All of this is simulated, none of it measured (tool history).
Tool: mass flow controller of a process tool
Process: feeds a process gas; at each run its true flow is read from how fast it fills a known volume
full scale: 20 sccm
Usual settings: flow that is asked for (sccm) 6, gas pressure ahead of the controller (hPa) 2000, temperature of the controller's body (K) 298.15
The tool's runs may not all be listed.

run    hour  flow that is asked for (sccm)  gas pressure ahead of the controller (hPa)  temperature of the controller's body (K)  true flow (%)
  1       0                              6                                        2000                                    298.15          98.51
  2   339.9                             13                                        2000                                    298.15          99.24
  3     609                              6                                        2080                                    298.15          98.44
  4  1032.1                              6                                        2080                                    298.15          98.33
  5  1475.3                              6                                        2080                                    298.15          98.37
  6  1709.2                              6                                        2080                                    298.15          98.59
  7  2209.5                              8                                        1400                                    293.15           99.1
     2345.1  -- controller exchanged for a calibrated one
  8  2767.5                             17                                        2590                                    298.15          99.46

Forecast run 9:
  9  3110.2                              7                                        2120                                    305.15              ?

{"run 9": {"true flow (%)": 99.08}}
Without the tool's hidden state the same run would have given true flow (%) 98.83.
